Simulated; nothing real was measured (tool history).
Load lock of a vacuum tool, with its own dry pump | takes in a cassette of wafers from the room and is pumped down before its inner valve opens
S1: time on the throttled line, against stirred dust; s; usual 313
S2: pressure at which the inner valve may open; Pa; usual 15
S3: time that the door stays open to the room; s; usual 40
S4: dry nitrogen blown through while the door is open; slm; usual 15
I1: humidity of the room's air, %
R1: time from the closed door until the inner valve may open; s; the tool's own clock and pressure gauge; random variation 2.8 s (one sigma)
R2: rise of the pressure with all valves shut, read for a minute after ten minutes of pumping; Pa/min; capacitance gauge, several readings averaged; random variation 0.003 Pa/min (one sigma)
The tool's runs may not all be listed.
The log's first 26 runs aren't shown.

run 27 hour=8286.2 | S1=313 S2=15 S3=103 S4=20 | I1=40.7 | R1=456.4 R2=0.044
run 28 hour=8496.3 | S1=313 S2=10 S3=157 S4=15 | I1=47.6 | R1=463.8 R2=0.079
run 29 hour=8742.5 | S1=292 S2=10 S3=25 S4=13 | I1=45.7 | R1=453.0 R2=0.022
run 30 hour=9189.2 | S1=292 S2=10 S3=25 S4=13 | I1=41.6 | R1=453.2 R2=0.021
run 31 hour=9497.7 | S1=292 S2=15 S3=30 S4=13 | I1=44.0 | R1=440.1 R2=0.022
run 32 hour=9848.4 | S1=292 S2=15 S3=30 S4=13 | I1=47.5 | R1=439.3 R2=0.024
run 33 hour=10131.8 | S1=292 S2=15 S3=30 S4=13 | I1=43.6 | R1=442.1 R2=0.024
run 34 hour=10393.7 | S1=231 S2=22 S3=28 S4=23 | I1=44.8 | R1=376.8 R2=0.020
run 35 hour=10692.6 | S1=218 S2=13 S3=239 S4=13 | I1=45.5 | R1=376.7 R2=0.119
run 36 hour=11021.0 | S1=431 S2=16 S3=40 S4=20 | I1=45.2 | R1=560.4 R2=0.026

Forecast each of these 5 alternatives for the next run:
run A hour=11411.5 | S1=182 S2=16 S3=48 S4=39 | I1=44.0 | R1=? R2=?
run B hour=11411.5 | S1=238 S2=30 S3=40 S4=29 | I1=42.6 | R1=? R2=?
run C hour=11411.5 | S1=157 S2=18 S3=40 S4=15 | I1=46.4 | R1=? R2=?
run D hour=11411.5 | S1=417 S2=16 S3=40 S4=5 | I1=44.4 | R1=? R2=?
run E hour=11411.5 | S1=431 S2=17 S3=29 S4=20 | I1=44.1 | R1=? R2=?

run=A R1=341.4 R2=0.023
run=B R1=376.6 R2=0.020
run=C R1=318.4 R2=0.027
run=D R1=552.9 R2=0.039
run=E R1=557.0 R2=0.017
Without the tool's hidden state the same runs would have given:
run=A R1=341.3 R2=0.023
run=B R1=376.6 R2=0.020
run=C R1=318.3 R2=0.027
run=D R1=552.8 R2=0.039
run=E R1=556.9 R2=0.016

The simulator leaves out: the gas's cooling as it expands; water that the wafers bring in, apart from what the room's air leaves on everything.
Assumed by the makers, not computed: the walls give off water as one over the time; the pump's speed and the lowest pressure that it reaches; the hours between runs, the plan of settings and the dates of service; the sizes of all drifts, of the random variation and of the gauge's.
